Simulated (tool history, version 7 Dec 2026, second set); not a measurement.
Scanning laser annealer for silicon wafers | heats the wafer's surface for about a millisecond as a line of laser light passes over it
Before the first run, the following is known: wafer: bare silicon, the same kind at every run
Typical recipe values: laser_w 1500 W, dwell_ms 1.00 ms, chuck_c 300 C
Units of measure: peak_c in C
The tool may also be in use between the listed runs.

| run | hour | laser_w | dwell_ms | chuck_c | peak_c |
|---|---|---|---|---|---|
| 1 | 0.0 | 1500 | 1.00 | 300 | 995 |
| 2 | 24.8 | 1500 | 1.00 | 300 | 997 |
| 3 | 68.1 | 1500 | 0.75 | 300 | 900 |
| 4 | 117.2 | 1500 | 1.00 | 316 | 1006 |
| 5 | 167.4 | 1500 | 1.06 | 300 | 1008 |
|  | 182.7 | window over the wafer cleaned |
| 6 | 196.9 | 1500 | 1.06 | 300 | 1027 |
| 7 | 239.0 | 1550 | 1.00 | 300 | 1031 |
| 8 | 262.5 | 1550 | 1.00 | 300 | 1030 |
| 9 | 311.0 | 1550 | 1.00 | 300 | 1029 |
| 10 | 350.9 | 1500 | 1.00 | 300 | 1003 |
| 11 | 400.2 | 1500 | 1.00 | 300 | 996 |
| 12 | 453.5 | 1500 | 1.00 | 300 | 995 |
| 13 | 507.2 | 1500 | 1.00 | 300 | 992 |
| 14 | 559.8 | 1500 | 1.00 | 300 | 990 |
| 15 | 616.0 | 1500 | 1.00 | 300 | 987 |
| 16 | 647.6 | 1500 | 1.00 | 300 | 983 |
|  | 682.2 | window over the wafer cleaned |
| 17 | 699.6 | 1500 | 1.00 | 278 | 981 |
| 18 | 739.0 | 1500 | 0.76 | 300 | 911 |
| 19 | 781.7 | 1500 | 0.76 | 300 | 912 |
| 20 | 825.9 | 1500 | 0.76 | 300 | 908 |
| 21 | 855.4 | 1532 | 0.76 | 300 | 920 |
| 22 | 892.8 | 1637 | 1.01 | 300 | 1066 |
|  | 932.2 | optics aligned, line set to its width |
| 23 | 946.0 | 1637 | 1.01 | 300 | 1085 |
| 24 | 970.3 | 1532 | 1.01 | 289 | 1014 |
| 25 | 1024.5 | 1532 | 1.01 | 289 | 1009 |
| 26 | 1083.0 | 1279 | 0.88 | 316 | 869 |
| 27 | 1126.8 | 1279 | 0.88 | 316 | 867 |
| 28 | 1165.2 | 1279 | 0.88 | 316 | 863 |
|  | 1184.9 | window over the wafer cleaned |
| 29 | 1215.5 | 1279 | 0.88 | 316 | 876 |
| 30 | 1273.0 | 1357 | 1.00 | 339 | 977 |
| 31 | 1318.6 | 1611 | 0.91 | 284 | 1015 |
| 32 | 1347.0 | 1406 | 1.00 | 297 | 958 |
| 33 | 1392.0 | 1500 | 1.17 | 261 | 1022 |
| 34 | 1433.0 | 1500 | 1.18 | 296 | 1061 |
| 35 | 1457.2 | 1492 | 1.18 | 273 | 1032 |
| 36 | 1480.7 | 1500 | 1.08 | 305 | 1034 |
| 37 | 1517.6 | 1500 | 1.08 | 305 | 1032 |
| 38 | 1564.1 | 1500 | 0.87 | 284 | 934 |
| 39 | 1597.2 | 1413 | 0.95 | 300 | 934 |
| 40 | 1640.3 | 1514 | 1.18 | 300 | 1061 |
|  | 1685.8 | window over the wafer cleaned |
| 41 | 1689.8 | 1514 | 1.18 | 300 | 1077 |

Here are 4 independent what-if runs from the current tool condition. What would each one return?
| A | 1737.7 | 1604 | 1.05 | 300 | ? |
| B | 1737.7 | 1535 | 1.18 | 260 | ? |
| C | 1737.7 | 1423 | 0.80 | 308 | ? |
| D | 1737.7 | 1301 | 0.78 | 300 | ? |

| run | peak_c |
|---|---|
| A | 1078 |
| B | 1048 |
| C | 909 |
| D | 836 |
Had the tool no hidden state, the same runs would have come out as:
| run | peak_c |
|---|---|
| A | 1100 |
| B | 1070 |
| C | 925 |
| D | 851 |
